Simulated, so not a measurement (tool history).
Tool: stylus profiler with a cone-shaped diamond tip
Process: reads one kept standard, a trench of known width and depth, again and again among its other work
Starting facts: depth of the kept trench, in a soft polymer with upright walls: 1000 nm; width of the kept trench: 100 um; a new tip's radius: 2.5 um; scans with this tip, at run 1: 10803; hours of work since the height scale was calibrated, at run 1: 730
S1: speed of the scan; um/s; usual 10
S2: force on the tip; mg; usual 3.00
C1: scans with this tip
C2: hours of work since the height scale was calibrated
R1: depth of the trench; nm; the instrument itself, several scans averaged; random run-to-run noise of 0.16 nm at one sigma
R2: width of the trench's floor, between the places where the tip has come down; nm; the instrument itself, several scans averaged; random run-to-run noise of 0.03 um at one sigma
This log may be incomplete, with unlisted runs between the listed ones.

{"run": 1, "hour": 0.0, "S1": 10, "S2": 3.0, "C1": 10803, "C2": 730, "R1": 1019.81, "R2": 93210}
{"run": 2, "hour": 17.7, "S1": 31, "S2": 3.0, "C1": 10931, "C2": 738, "R1": 1019.49, "R2": 93120}
{"run": 3, "hour": 28.7, "S1": 23, "S2": 3.0, "C1": 11011, "C2": 744, "R1": 1019.81, "R2": 93120}
{"run": 4, "hour": 39.5, "S1": 23, "S2": 3.0, "C1": 11089, "C2": 749, "R1": 1019.76, "R2": 93100}
{"run": 5, "hour": 49.1, "S1": 10, "S2": 3.0, "C1": 11160, "C2": 754, "R1": 1019.79, "R2": 93060}
{"run": 6, "hour": 67.5, "S1": 10, "S2": 3.0, "C1": 11293, "C2": 763, "R1": 1019.84, "R2": 93070}
{"run": 7, "hour": 87.0, "S1": 10, "S2": 3.0, "C1": 11434, "C2": 772, "R1": 1019.79, "R2": 92990}
{"run": 8, "hour": 100.3, "S1": 10, "S2": 3.0, "C1": 11531, "C2": 779, "R1": 1020.03, "R2": 93050}
{"run": 9, "hour": 120.2, "S1": 10, "S2": 2.15, "C1": 11675, "C2": 789, "R1": 1016.3, "R2": 93010}
{"hour": 125.8, "done": "new tip fitted, height scale calibrated"}
{"run": 10, "hour": 142.2, "S1": 10, "S2": 1.25, "C1": 118, "C2": 8, "R1": 1009.27, "R2": 96030}
{"run": 11, "hour": 159.0, "S1": 10, "S2": 1.25, "C1": 240, "C2": 16, "R1": 1009.56, "R2": 95970}
{"run": 12, "hour": 169.4, "S1": 28, "S2": 5.66, "C1": 316, "C2": 21, "R1": 1026.14, "R2": 95940}
{"run": 13, "hour": 191.7, "S1": 31, "S2": 3.0, "C1": 477, "C2": 32, "R1": 1016.61, "R2": 95850}
{"run": 14, "hour": 202.5, "S1": 31, "S2": 3.0, "C1": 556, "C2": 38, "R1": 1017.01, "R2": 95820}
{"run": 15, "hour": 223.4, "S1": 37, "S2": 4.83, "C1": 708, "C2": 48, "R1": 1023.38, "R2": 95760}
{"run": 16, "hour": 245.4, "S1": 37, "S2": 4.83, "C1": 868, "C2": 59, "R1": 1023.2, "R2": 95720}
{"run": 17, "hour": 257.9, "S1": 37, "S2": 4.83, "C1": 958, "C2": 65, "R1": 1023.41, "R2": 95680}
{"run": 18, "hour": 275.9, "S1": 37, "S2": 4.83, "C1": 1089, "C2": 74, "R1": 1023.53, "R2": 95620}
{"run": 19, "hour": 285.6, "S1": 37, "S2": 6.92, "C1": 1159, "C2": 78, "R1": 1029.71, "R2": 95630}
{"run": 20, "hour": 302.9, "S1": 37, "S2": 6.92, "C1": 1285, "C2": 87, "R1": 1030.03, "R2": 95630}
{"run": 21, "hour": 318.8, "S1": 9, "S2": 5.94, "C1": 1400, "C2": 95, "R1": 1026.83, "R2": 95610}

Each run again, without the hidden state but with its own random variation kept:
The hidden state here: radius of the tip, um; height scale over the true one, %; drift of the gauge itself on depth_nm, %; drift of the gauge itself on floor_um, %.
run=1 R1=1017.11 R2=96020
run=2 R1=1016.76 R2=95960
run=3 R1=1017.07 R2=95970
run=4 R1=1017.00 R2=95970
run=5 R1=1017.01 R2=95940
run=6 R1=1017.03 R2=95980
run=7 R1=1016.95 R2=95930
run=8 R1=1017.17 R2=96010
run=9 R1=1013.42 R2=95990
run=10 R1=1009.23 R2=95980
run=11 R1=1009.50 R2=95970
run=12 R1=1026.06 R2=95950
run=13 R1=1016.49 R2=95920
run=14 R1=1016.88 R2=95920
run=15 R1=1023.21 R2=95910
run=16 R1=1023.00 R2=95920
run=17 R1=1023.19 R2=95920
run=18 R1=1023.29 R2=95900
run=19 R1=1029.45 R2=95930
run=20 R1=1029.75 R2=95970
run=21 R1=1026.51 R2=95990
